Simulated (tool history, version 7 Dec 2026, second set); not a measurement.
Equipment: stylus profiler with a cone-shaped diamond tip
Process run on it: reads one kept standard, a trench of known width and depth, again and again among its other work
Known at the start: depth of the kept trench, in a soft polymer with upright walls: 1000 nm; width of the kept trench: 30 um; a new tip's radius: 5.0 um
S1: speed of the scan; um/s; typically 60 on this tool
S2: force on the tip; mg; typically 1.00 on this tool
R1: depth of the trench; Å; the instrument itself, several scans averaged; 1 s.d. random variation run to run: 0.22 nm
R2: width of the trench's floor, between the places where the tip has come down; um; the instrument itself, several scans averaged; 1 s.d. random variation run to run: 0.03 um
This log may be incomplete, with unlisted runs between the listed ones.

| run | hour | S1 | S2 | R1 | R2 |
|---|---|---|---|---|---|
| 1 | 0.0 | 60 | 1.00 | 10064.6 | 23.51 |
| 2 | 24.9 | 159 | 1.00 | 10064.8 | 22.67 |
| 3 | 45.8 | 159 | 1.00 | 10067.4 | 22.71 |
| 4 | 64.4 | 159 | 1.00 | 10066.6 | 22.61 |
| 5 | 83.4 | 159 | 1.00 | 10065.3 | 22.62 |
| 6 | 101.6 | 60 | 2.63 | 10122.2 | 23.53 |
| 7 | 116.8 | 60 | 0.64 | 10045.8 | 23.26 |
| 8 | 131.9 | 60 | 0.64 | 10049.9 | 23.21 |
| 9 | 158.0 | 60 | 0.64 | 10049.2 | 23.20 |
| 10 | 176.1 | 60 | 0.64 | 10052.1 | 23.13 |
| 11 | 198.0 | 60 | 0.64 | 10046.1 | 23.14 |
| 12 | 214.0 | 60 | 0.64 | 10048.0 | 23.07 |
| 13 | 228.6 | 60 | 0.64 | 10052.2 | 23.06 |
| 14 | 246.5 | 60 | 0.36 | 10033.0 | 22.94 |
| 15 | 269.7 | 60 | 1.00 | 10072.1 | 23.16 |
| 16 | 284.6 | 60 | 1.00 | 10068.5 | 23.12 |
| 17 | 308.9 | 60 | 1.00 | 10069.9 | 23.12 |
| 18 | 330.1 | 143 | 1.00 | 10067.6 | 22.40 |
| 19 | 356.8 | 143 | 1.00 | 10072.2 | 22.41 |
| 20 | 380.1 | 143 | 1.00 | 10071.5 | 22.36 |
| 21 | 397.6 | 60 | 2.71 | 10131.3 | 23.19 |
| 22 | 426.2 | 60 | 2.71 | 10136.2 | 23.12 |
| 23 | 453.3 | 60 | 1.00 | 10072.3 | 22.85 |
|  | 456.2 | height scale calibrated on a step standard |
| 24 | 467.1 | 66 | 1.09 | 10083.5 | 22.90 |
| 25 | 481.3 | 66 | 1.09 | 10081.9 | 22.86 |
| 26 | 498.7 | 66 | 1.09 | 10080.6 | 22.83 |
| 27 | 524.9 | 76 | 2.27 | 10124.1 | 22.91 |
| 28 | 553.6 | 53 | 2.19 | 10127.0 | 22.98 |
| 29 | 582.7 | 53 | 1.24 | 10088.9 | 22.85 |
| 30 | 602.9 | 53 | 1.24 | 10088.8 | 22.84 |
| 31 | 623.5 | 40 | 1.72 | 10106.6 | 23.01 |
|  | 629.8 | height scale calibrated on a step standard, once more |
| 32 | 641.5 | 105 | 1.12 | 10074.6 | 22.41 |
| 33 | 654.6 | 136 | 2.78 | 10128.4 | 22.50 |
| 34 | 678.5 | 48 | 1.01 | 10067.9 | 22.75 |
| 35 | 694.4 | 119 | 1.41 | 10081.2 | 22.30 |
| 36 | 720.8 | 66 | 0.84 | 10060.1 | 22.51 |
| 37 | 744.3 | 66 | 0.84 | 10058.6 | 22.44 |
| 38 | 773.0 | 66 | 0.84 | 10059.4 | 22.42 |
| 39 | 802.1 | 36 | 0.84 | 10059.1 | 22.67 |
| 40 | 834.0 | 18 | 1.90 | 10103.2 | 22.85 |
| 41 | 857.9 | 71 | 0.43 | 10037.1 | 22.05 |
| 42 | 872.1 | 33 | 0.43 | 10039.4 | 22.51 |
| 43 | 893.1 | 76 | 1.43 | 10088.6 | 22.32 |
| 44 | 915.4 | 76 | 1.43 | 10085.3 | 22.34 |
| 45 | 945.5 | 76 | 1.43 | 10089.9 | 22.37 |
| 46 | 967.7 | 76 | 1.43 | 10087.5 | 22.33 |

3 ways to go on from here, each from the tool as it stands after run 46. What would each give?
| A | 988.0 | 76 | 0.45 | ? | ? |
| B | 988.0 | 230 | 0.70 | ? | ? |
| C | 988.0 | 76 | 0.55 | ? | ? |

| run | R1 | R2 |
|---|---|---|
| A | 10049.1 | 21.92 |
| B | 10057.6 | 20.71 |
| C | 10052.4 | 21.94 |
The same runs, with their run-to-run variation unchanged, on a tool lacking any hidden condition would have given:
| run | R1 | R2 |
|---|---|---|
| A | 10041.4 | 23.17 |
| B | 10049.9 | 21.97 |
| C | 10044.7 | 23.20 |
